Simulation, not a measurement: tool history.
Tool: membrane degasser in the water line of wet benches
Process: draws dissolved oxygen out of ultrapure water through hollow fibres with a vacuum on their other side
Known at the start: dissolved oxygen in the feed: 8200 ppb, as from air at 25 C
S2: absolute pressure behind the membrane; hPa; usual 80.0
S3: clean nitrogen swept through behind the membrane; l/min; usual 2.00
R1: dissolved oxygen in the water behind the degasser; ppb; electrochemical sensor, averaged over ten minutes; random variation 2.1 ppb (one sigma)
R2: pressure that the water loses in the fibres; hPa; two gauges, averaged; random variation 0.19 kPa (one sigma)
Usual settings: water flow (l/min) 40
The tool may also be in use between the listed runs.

Run 1, day 0.000: usual settings. Result: R1 237.3 ppb, R2 376.8 hPa.
Run 2, day 2.058: usual settings. Result: R1 234.9 ppb, R2 380.2 hPa.
Run 3, day 4.708: usual settings but S3 3.30 l/min. Result: R1 162.0 ppb, R2 379.0 hPa.
Run 4, day 6.275: usual settings but S3 3.30 l/min. Result: R1 162.5 ppb, R2 380.9 hPa.
Run 5, day 8.167: usual settings but S3 3.30 l/min. Result: R1 161.4 ppb, R2 383.0 hPa.
Run 6, day 9.404: usual settings but S3 3.30 l/min. Result: R1 162.2 ppb, R2 381.4 hPa.
Run 7, day 12.025: usual settings but water flow (l/min) 46, S3 3.30 l/min. Result: R1 199.8 ppb, R2 435.8 hPa.
Run 8, day 13.733: usual settings. Result: R1 245.4 ppb, R2 375.7 hPa.
Run 9, day 15.412: usual settings. Result: R1 238.0 ppb, R2 383.1 hPa.
Run 10, day 17.096: usual settings. Result: R1 240.7 ppb, R2 379.4 hPa.
Run 11, day 19.717: usual settings. Result: R1 239.7 ppb, R2 380.9 hPa.
Run 12, day 21.021: usual settings. Result: R1 236.6 ppb, R2 382.4 hPa.
Run 13, day 23.371: usual settings. Result: R1 240.5 ppb, R2 380.2 hPa.
Run 14, day 24.946: usual settings but water flow (l/min) 37, S2 65.7 hPa, S3 2.76 l/min. Result: R1 126.3 ppb, R2 353.6 hPa.
Run 15, day 26.242: usual settings but water flow (l/min) 26, S2 124.0 hPa, S3 2.65 l/min. Result: R1 215.7 ppb, R2 247.5 hPa.
Run 16, day 28.429: usual settings but water flow (l/min) 24, S2 124.0 hPa, S3 5.12 l/min. Result: R1 107.0 ppb, R2 228.8 hPa.
Run 17, day 30.021: usual settings but water flow (l/min) 24, S2 124.0 hPa, S3 5.12 l/min. Result: R1 108.6 ppb, R2 231.4 hPa.
Run 18, day 32.392: usual settings but water flow (l/min) 24, S2 63.6 hPa, S3 3.93 l/min. Result: R1 50.8 ppb, R2 233.2 hPa.
At day 32.550: vacuum gauge calibrated.
Run 19, day 33.988: usual settings but water flow (l/min) 24, S2 63.6 hPa, S3 3.93 l/min. Result: R1 52.2 ppb, R2 231.0 hPa.
Run 20, day 35.217: usual settings but water flow (l/min) 24, S2 63.6 hPa, S3 3.93 l/min. Result: R1 52.0 ppb, R2 231.3 hPa.
Run 21, day 37.308: usual settings but water flow (l/min) 24, S2 63.6 hPa, S3 3.93 l/min. Result: R1 52.5 ppb, R2 231.6 hPa.
At day 39.596: vacuum gauge calibrated, once more.
Run 22, day 39.796: usual settings but water flow (l/min) 28, S2 66.9 hPa, S3 1.55 l/min. Result: R1 146.2 ppb, R2 267.9 hPa.
Run 23, day 40.888: usual settings but water flow (l/min) 47, S3 4.84 l/min. Result: R1 163.3 ppb, R2 451.9 hPa.
Run 24, day 42.275: usual settings but water flow (l/min) 47, S2 175.2 hPa, S3 3.74 l/min. Result: R1 455.9 ppb, R2 453.5 hPa.
Run 25, day 44.208: usual settings but water flow (l/min) 47, S2 75.0 hPa, S3 3.74 l/min. Result: R1 180.6 ppb, R2 448.3 hPa.
Run 26, day 46.038: usual settings but water flow (l/min) 58, S2 121.6 hPa, S3 1.83 l/min. Result: R1 676.2 ppb, R2 553.6 hPa.

Forecast each of these 3 alternatives for the next run:
Run A, day 47.146: usual settings but water flow (l/min) 58, S2 121.6 hPa, S3 2.30 l/min. Result: R1 ?, R2 ?.
Run B, day 47.146: usual settings but water flow (l/min) 54, S2 164.5 hPa. Result: R1 ?, R2 ?.
Run C, day 47.146: usual settings but water flow (l/min) 45, S3 1.77 l/min. Result: R1 ?, R2 ?.

run     R1     R2
  A  579.4  556.6
  B  801.9  520.6
  C  301.6  429.9
Without the tool's hidden state the same runs would have given:
run     R1     R2
  A  569.3  548.4
  B  792.2  512.9
  C  295.6  423.5
